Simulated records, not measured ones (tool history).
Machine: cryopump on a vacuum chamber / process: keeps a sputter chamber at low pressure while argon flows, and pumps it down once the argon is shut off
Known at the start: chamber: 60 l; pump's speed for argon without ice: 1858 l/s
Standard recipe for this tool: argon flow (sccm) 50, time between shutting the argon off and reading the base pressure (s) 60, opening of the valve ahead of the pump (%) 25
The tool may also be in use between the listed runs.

run	hour	argon flow (sccm)	time between shutting the argon off and reading the base pressure (s)	opening of the valve ahead of the pump (%)	pressure while argon flows (Pa)	pressure after the wait (uPa)
1	0.0	50	60	25	0.2006	1.01
2	17.1	50	60	25	0.1993	1.02
3	39.1	50	60	47	0.1162	1.00
4	50.9	50	39	25	0.2009	1.35
5	73.1	50	60	25	0.2015	1.05
6	97.5	50	60	25	0.2044	1.12
7	111.3	50	28	25	0.2029	1.80
8	126.6	50	28	25	0.2038	1.82
9	142.0	50	60	18	0.2764	1.14
10	154.0	50	60	18	0.2757	1.07
11	171.6	65	67	56	0.1372	1.04
12	191.0	25	60	24	0.1085	1.09

Forecast run 13:
# hour 204.3: pump warmed up, emptied and cooled again
13	210.3	31	60	24	?	?

For run 13 the tool returned pressure while argon flows (Pa) 0.1173, pressure after the wait (uPa) 0.96.
If the tool had no hidden condition, the same run with the same run-to-run variation would have returned pressure while argon flows (Pa) 0.1170, pressure after the wait (uPa) 0.81.
